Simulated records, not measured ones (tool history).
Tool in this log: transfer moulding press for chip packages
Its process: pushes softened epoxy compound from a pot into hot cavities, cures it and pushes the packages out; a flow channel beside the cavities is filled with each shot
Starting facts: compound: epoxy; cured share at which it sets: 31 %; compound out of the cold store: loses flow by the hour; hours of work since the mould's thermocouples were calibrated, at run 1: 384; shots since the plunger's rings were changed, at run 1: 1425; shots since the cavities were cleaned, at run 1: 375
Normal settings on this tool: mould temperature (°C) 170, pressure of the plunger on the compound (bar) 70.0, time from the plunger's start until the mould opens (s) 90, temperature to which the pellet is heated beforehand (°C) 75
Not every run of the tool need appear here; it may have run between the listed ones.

run	hour	mould temperature (°C)	pressure of the plunger on the compound (bar)	time from the plunger's start until the mould opens (s)	temperature to which the pellet is heated beforehand (°C)	hours of work since the mould's thermocouples were calibrated	shots since the plunger's rings were changed	shots since the cavities were cleaned	incoming compound's hours out of the cold store	length that the compound runs in the flow channel (mm)	greatest force on the pins that push the packages out (N)
1	0.0	170	70.0	90	75	384	1425	375	18.6	535	326
# hour 17.2: cavities cleaned with cleaning compound and waxed
2	20.3	170	70.0	90	75	394	1617	31	36.7	494	202
3	37.4	170	70.0	90	75	404	1792	206	29.7	506	287
4	57.4	170	70.0	90	65	415	1996	410	34.6	505	344
# hour 70.2: cavities cleaned with cleaning compound and waxed
5	70.2	170	70.0	90	65	421	2112	0	47.0	481	188
6	87.9	170	59.1	90	65	431	2293	181	13.5	492	287
7	97.8	170	59.1	90	65	437	2393	281	30.1	465	302
8	116.5	170	59.1	90	65	448	2584	472	41.4	445	348
# hour 124.0: cavities cleaned with cleaning compound and waxed
9	136.3	170	59.1	90	65	458	2771	126	13.2	482	271
10	156.7	170	70.0	90	75	469	2980	335	42.8	469	308
11	174.2	170	70.0	90	75	479	3158	513	26.9	500	361
# hour 178.7: cavities cleaned with cleaning compound and waxed
12	189.7	170	70.0	90	75	487	3300	112	28.9	498	251
13	200.7	170	70.0	90	75	493	3413	225	33.4	490	298
# hour 209.7: plunger's sealing rings changed
14	214.6	170	83.3	90	75	500	49	341	28.1	586	334
15	228.4	168	83.3	90	66	507	190	482	14.7	617	419
# hour 235.3: cavities cleaned with cleaning compound and waxed
16	248.7	168	83.3	90	66	518	382	137	24.4	589	285
# hour 252.4: mould's thermocouples calibrated
17	262.3	177	70.0	76	77	6	501	256	30.5	511	294
18	271.9	170	66.8	125	75	11	599	354	30.7	512	276
19	287.6	170	66.8	125	75	20	759	514	44.9	491	294

Expected results for the next run?
# hour 291.0: cavities cleaned with cleaning compound and waxed
20	309.9	166	81.2	90	70	32	972	194	27.6	?	?

Run 20 came out at length that the compound runs in the flow channel (mm) 587, greatest force on the pins that push the packages out (N) 389.
With the hidden condition absent and the run-to-run variation left alone, this run would have shown length that the compound runs in the flow channel (mm) 591, greatest force on the pins that push the packages out (N) 216.

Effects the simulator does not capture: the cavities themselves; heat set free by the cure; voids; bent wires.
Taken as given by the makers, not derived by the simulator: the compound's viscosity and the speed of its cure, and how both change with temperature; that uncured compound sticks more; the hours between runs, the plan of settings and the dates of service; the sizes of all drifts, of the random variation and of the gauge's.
